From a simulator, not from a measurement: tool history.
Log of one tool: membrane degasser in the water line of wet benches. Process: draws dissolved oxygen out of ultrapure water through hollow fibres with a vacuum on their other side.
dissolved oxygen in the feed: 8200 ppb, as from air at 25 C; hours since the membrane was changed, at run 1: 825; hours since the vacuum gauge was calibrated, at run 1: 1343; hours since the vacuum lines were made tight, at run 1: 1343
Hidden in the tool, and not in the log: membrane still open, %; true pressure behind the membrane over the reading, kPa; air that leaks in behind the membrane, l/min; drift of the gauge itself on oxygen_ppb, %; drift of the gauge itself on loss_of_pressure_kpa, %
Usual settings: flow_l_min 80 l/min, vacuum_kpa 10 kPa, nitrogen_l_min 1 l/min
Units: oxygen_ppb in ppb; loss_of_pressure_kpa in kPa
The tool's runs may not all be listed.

run,day,flow_l_min,vacuum_kpa,nitrogen_l_min,hours since the membrane was changed,hours since the vacuum gauge was calibrated,hours since the vacuum lines were made tight,oxygen_ppb,loss_of_pressure_kpa
1,0,80,10,1,825,1343,1343,852.8,38.24
2,2.425,80,10,1,883,1402,1402,855.1,38.44
3,4.05,80,10,1,922,1441,1441,853.2,38.3
4,6.929,80,10,1.7,991,1510,1510,594.6,38.59
5,9.171,80,10,1,1045,1563,1563,854.2,38.72
6,11.446,80,10,1.49,1099,1618,1618,652.8,38.29
7,15.279,80,10,1.49,1191,1710,1710,655.7,38.16
8,17.029,51,10,1.49,1233,1752,1752,463.4,24.71
9,20.121,51,10,1.49,1308,1826,1826,464.2,24.54
10,22.275,51,10,1.49,1359,1878,1878,465.1,24.28
11,25.838,80,16.5,1,1445,1963,1963,1548,38.7
12,28.6,80,16.5,1,1511,2030,2030,1553.5,38.74
13,31.833,80,16.5,1,1589,2107,2107,1551.5,38.64
14,35.396,80,16.5,1,1674,2193,2193,1553.8,38.46
15,37.879,80,10,1,1734,2253,2253,856.6,38.75
16,41.758,80,10,2.87,1827,2346,2346,397.9,38.72
17,44.367,66,10,2.55,1889,2408,2408,372.7,31.7
18,47.158,69,7.9,2.55,1956,2475,2475,274.2,33.59
19,50.392,69,7.9,2.55,2034,2553,2553,274.3,33.46
20,52.654,69,17.8,2.55,2088,2607,2607,786.9,33.43
21,54.488,80,8.1,1.48,2132,2651,2651,490.7,38.71
22,57.629,124,16.3,0.6,2208,2727,2727,2508.4,59.85
23,60.058,124,16.3,0.6,2266,2785,2785,2514.8,60.29
24,63.508,49,12.8,0.6,2349,2868,2868,1188.1,23.88
25,65.304,49,12.8,0.6,2392,2911,2911,1185.3,23.9
26,67.625,113,10,0.99,2448,2966,2966,1079.4,54.89
27,71.025,113,10,0.99,2529,3048,3048,1077,55.5

Forecast run 28:
28,72.942,112,19.1,1,2575,3094,3094,?,?

{"run 28": {"oxygen_ppb": 2191.6, "loss_of_pressure_kpa": 54.51}}
Without the tool's hidden state the same run would have given oxygen_ppb 2175.7 ppb, loss_of_pressure_kpa 53.12 kPa.

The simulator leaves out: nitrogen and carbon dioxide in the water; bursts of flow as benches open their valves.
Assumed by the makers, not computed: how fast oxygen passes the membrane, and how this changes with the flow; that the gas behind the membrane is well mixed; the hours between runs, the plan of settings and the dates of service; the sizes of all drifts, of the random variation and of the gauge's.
